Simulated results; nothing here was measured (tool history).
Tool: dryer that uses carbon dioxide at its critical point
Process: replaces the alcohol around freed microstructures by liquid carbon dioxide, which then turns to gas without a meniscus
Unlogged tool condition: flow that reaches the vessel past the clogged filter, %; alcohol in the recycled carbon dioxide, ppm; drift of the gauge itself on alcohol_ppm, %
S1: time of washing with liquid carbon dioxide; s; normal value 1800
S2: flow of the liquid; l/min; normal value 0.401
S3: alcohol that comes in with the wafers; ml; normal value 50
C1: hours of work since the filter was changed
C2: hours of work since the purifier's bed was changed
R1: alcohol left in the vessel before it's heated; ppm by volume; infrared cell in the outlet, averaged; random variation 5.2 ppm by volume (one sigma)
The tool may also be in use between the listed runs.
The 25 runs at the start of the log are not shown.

{"run": 26, "hour": 350.1, "S1": 1560, "S2": 0.401, "S3": 30, "C1": 400, "C2": 347, "R1": 203}
{"run": 27, "hour": 364.4, "S1": 1800, "S2": 0.317, "S3": 27, "C1": 409, "C2": 356, "R1": 254}
{"run": 28, "hour": 377.9, "S1": 2580, "S2": 0.573, "S3": 30, "C1": 418, "C2": 364, "R1": 29}
{"run": 29, "hour": 392.8, "S1": 2580, "S2": 0.573, "S3": 30, "C1": 427, "C2": 374, "R1": 29}
{"run": 30, "hour": 409.0, "S1": 2580, "S2": 0.573, "S3": 30, "C1": 438, "C2": 385, "R1": 30}
{"run": 31, "hour": 419.0, "S1": 2580, "S2": 0.573, "S3": 30, "C1": 444, "C2": 391, "R1": 31}
{"run": 32, "hour": 438.6, "S1": 1800, "S2": 0.401, "S3": 49, "C1": 457, "C2": 404, "R1": 197}
{"run": 33, "hour": 454.4, "S1": 2580, "S2": 0.456, "S3": 50, "C1": 467, "C2": 414, "R1": 43}
{"run": 34, "hour": 472.5, "S1": 1800, "S2": 0.383, "S3": 50, "C1": 479, "C2": 425, "R1": 233}
{"run": 35, "hour": 489.3, "S1": 1800, "S2": 0.383, "S3": 50, "C1": 490, "C2": 436, "R1": 231}
{"run": 36, "hour": 500.1, "S1": 1560, "S2": 0.444, "S3": 23, "C1": 496, "C2": 443, "R1": 135}
{"run": 37, "hour": 518.1, "S1": 1560, "S2": 0.444, "S3": 23, "C1": 508, "C2": 455, "R1": 127}
{"run": 38, "hour": 527.2, "S1": 1980, "S2": 0.444, "S3": 51, "C1": 514, "C2": 461, "R1": 98}

Forecast each of these 5 alternatives for the next run:
{"run": "A", "hour": 537.6, "S1": 2040, "S2": 0.27, "S3": 23, "C1": 521, "C2": 467, "R1": "?"}
{"run": "B", "hour": 537.6, "S1": 1140, "S2": 0.373, "S3": 34, "C1": 521, "C2": 467, "R1": "?"}
{"run": "C", "hour": 537.6, "S1": 1200, "S2": 0.44, "S3": 27, "C1": 521, "C2": 467, "R1": "?"}
{"run": "D", "hour": 537.6, "S1": 1740, "S2": 0.318, "S3": 30, "C1": 521, "C2": 467, "R1": "?"}
{"run": "E", "hour": 537.6, "S1": 1200, "S2": 0.444, "S3": 51, "C1": 521, "C2": 467, "R1": "?"}

run=A R1=280
run=B R1=940
run=C R1=406
run=D R1=359
run=E R1=696
Take away the tool's hidden state, keep each run's random variation, and the runs would have read:
run=A R1=153
run=B R1=610
run=C R1=234
run=D R1=194
run=E R1=405
